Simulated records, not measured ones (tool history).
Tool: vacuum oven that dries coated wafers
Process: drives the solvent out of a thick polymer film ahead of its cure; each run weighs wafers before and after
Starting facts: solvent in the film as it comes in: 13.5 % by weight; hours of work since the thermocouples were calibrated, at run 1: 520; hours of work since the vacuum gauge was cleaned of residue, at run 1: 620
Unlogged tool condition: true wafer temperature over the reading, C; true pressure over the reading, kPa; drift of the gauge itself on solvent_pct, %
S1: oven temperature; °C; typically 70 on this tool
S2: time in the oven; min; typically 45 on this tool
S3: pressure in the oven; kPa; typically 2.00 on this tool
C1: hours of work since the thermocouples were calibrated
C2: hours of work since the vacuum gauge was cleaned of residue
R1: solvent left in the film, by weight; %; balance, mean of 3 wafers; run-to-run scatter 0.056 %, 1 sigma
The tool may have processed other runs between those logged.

run   hour  S1  S2    S3   C1    C2    R1
  1    0.0  70  45  2.00  520   620  3.47
  2   13.0  70  45  2.00  530   631  3.40
  3   34.4  70  45  2.00  547   647  3.49
  4   49.4  70  45  2.00  559   659  3.55
  5   67.0  70  45  2.00  573   673  3.34
  6   80.8  70  45  2.00  583   684  3.55
  7  101.6  70  45  2.00  600   700  3.39
  8  123.3  75  45  2.00  617   718  2.45
  9  134.4  70  45  2.00  626   726  3.42
 10  150.5  70  45  2.00  638   739  3.49
 11  163.0  70  45  2.00  648   749  3.38
 12  180.0  70  45  2.00  662   762  3.39
 13  195.6  70  67  2.00  674   774  2.22
 14  217.1  70  45  1.89  691   792  3.33
 15  233.3  72  45  2.00  704   804  2.96
 16  254.8  70  45  2.00  721   821  3.47
 17  277.2  70  45  2.00  738   839  3.50
 18  287.2  70  31  2.00  746   847  4.91
 19  299.7  70  31  2.00  756   857  4.79
     313.5  -- oven's thermocouples calibrated
 20  313.5  70  31  2.00    0   866  5.16
 21  324.7  65  45  1.82    9   875  4.83
 22  335.5  65  45  1.82   17   883  5.04
 23  351.3  77  31  7.29   30   896  4.92
 24  371.3  77  31  7.29   46   911  4.84
 25  387.3  59  45  5.26   58   924  7.58
 26  401.6  59  45  5.26   69   935  7.79
 27  422.0  59  45  5.26   85   951  7.70
 28  434.6  70  23  1.60   95   961  5.99
 29  451.2  77  23  4.74  108   974  5.28
 30  471.0  77  23  4.74  124   990  5.30
 31  481.8  81  23  4.93  133   999  4.44
 32  502.1  70  25  2.51  149  1015  6.11
 33  519.1  70  25  2.51  162  1028  6.08
 34  539.5  70  25  2.51  178  1044  6.12
 35  557.3  70  50  3.14  192  1058  3.82
 36  571.2  71  45  2.00  203  1069  3.56
 37  581.8  71  29  2.00  211  1077  5.19
 38  596.4  77  45  6.46  223  1089  3.61
 39  614.3  70  45  5.33  237  1103  4.81
 40  628.9  70  45  5.33  249  1115  4.76

4 options for the next run, each taken on its own from the tool as it stands now. Forecast them:
  A  649.6  56  73  1.19  265  1131   ?
  B  649.6  61  45  6.45  265  1131   ?
  C  649.6  70  33  5.33  265  1131   ?
  D  649.6  70  43  1.23  265  1131   ?

run    R1
  A  4.95
  B  7.61
  C  5.82
  D  3.63
The same runs, with their run-to-run variation unchanged, on a tool lacking any hidden condition would have given:
run    R1
  A  4.83
  B  7.58
  C  5.82
  D  3.60
